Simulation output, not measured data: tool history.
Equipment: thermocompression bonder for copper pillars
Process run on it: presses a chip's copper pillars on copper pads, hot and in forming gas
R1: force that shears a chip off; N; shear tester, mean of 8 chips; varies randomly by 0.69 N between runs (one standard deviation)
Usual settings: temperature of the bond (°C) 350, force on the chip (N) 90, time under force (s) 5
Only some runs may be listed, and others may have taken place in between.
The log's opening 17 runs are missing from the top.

{"run": 18, "hour": 594.1, "temperature of the bond (°C)": 350, "force on the chip (N)": 90, "time under force (s)": 5, "R1": 46.4}
{"run": 19, "hour": 618.0, "temperature of the bond (°C)": 350, "force on the chip (N)": 90, "time under force (s)": 3, "R1": 37.9}
{"run": 20, "hour": 652.0, "temperature of the bond (°C)": 334, "force on the chip (N)": 90, "time under force (s)": 8, "R1": 46.5}
{"run": 21, "hour": 690.0, "temperature of the bond (°C)": 350, "force on the chip (N)": 132, "time under force (s)": 9, "R1": 64.7}
{"hour": 708.3, "done": "force cell calibrated, once more"}
{"run": 22, "hour": 718.4, "temperature of the bond (°C)": 350, "force on the chip (N)": 132, "time under force (s)": 9, "R1": 64.4}
{"run": 23, "hour": 768.3, "temperature of the bond (°C)": 354, "force on the chip (N)": 132, "time under force (s)": 3, "R1": 47.4}
{"run": 24, "hour": 818.9, "temperature of the bond (°C)": 358, "force on the chip (N)": 90, "time under force (s)": 12, "R1": 62.5}
{"hour": 824.0, "done": "forming gas filter changed"}
{"run": 25, "hour": 852.7, "temperature of the bond (°C)": 358, "force on the chip (N)": 90, "time under force (s)": 12, "R1": 70.5}
{"run": 26, "hour": 903.9, "temperature of the bond (°C)": 347, "force on the chip (N)": 72, "time under force (s)": 5, "R1": 43.8}
{"run": 27, "hour": 953.5, "temperature of the bond (°C)": 347, "force on the chip (N)": 117, "time under force (s)": 13, "R1": 72.4}
{"hour": 958.6, "done": "heater calibrated with a thermocouple chip"}
{"run": 28, "hour": 979.6, "temperature of the bond (°C)": 367, "force on the chip (N)": 84, "time under force (s)": 4, "R1": 48.1}
{"run": 29, "hour": 1012.3, "temperature of the bond (°C)": 367, "force on the chip (N)": 84, "time under force (s)": 4, "R1": 48.3}
{"run": 30, "hour": 1064.1, "temperature of the bond (°C)": 367, "force on the chip (N)": 84, "time under force (s)": 4, "R1": 46.9}
{"run": 31, "hour": 1105.0, "temperature of the bond (°C)": 342, "force on the chip (N)": 103, "time under force (s)": 6, "R1": 48.7}
{"run": 32, "hour": 1153.9, "temperature of the bond (°C)": 376, "force on the chip (N)": 103, "time under force (s)": 5, "R1": 60.5}
{"run": 33, "hour": 1185.3, "temperature of the bond (°C)": 374, "force on the chip (N)": 90, "time under force (s)": 5, "R1": 55.9}
{"run": 34, "hour": 1233.1, "temperature of the bond (°C)": 356, "force on the chip (N)": 72, "time under force (s)": 5, "R1": 43}
{"run": 35, "hour": 1286.4, "temperature of the bond (°C)": 356, "force on the chip (N)": 72, "time under force (s)": 5, "R1": 43}
{"run": 36, "hour": 1330.6, "temperature of the bond (°C)": 330, "force on the chip (N)": 83, "time under force (s)": 6, "R1": 38.2}
{"run": 37, "hour": 1375.0, "temperature of the bond (°C)": 327, "force on the chip (N)": 64, "time under force (s)": 14, "R1": 45.2}

Below are 3 alternative next runs, each starting from the tool's condition after run 37. Predict each:
{"run": "A", "hour": 1402.4, "temperature of the bond (°C)": 375, "force on the chip (N)": 76, "time under force (s)": 5, "R1": "?"}
{"run": "B", "hour": 1402.4, "temperature of the bond (°C)": 369, "force on the chip (N)": 64, "time under force (s)": 14, "R1": "?"}
{"run": "C", "hour": 1402.4, "temperature of the bond (°C)": 327, "force on the chip (N)": 73, "time under force (s)": 3, "R1": "?"}

run=A R1=51.3
run=B R1=61.7
run=C R1=26.7
With no hidden state in the tool, these same runs would have given:
run=A R1=53.8
run=B R1=65
run=C R1=27.6
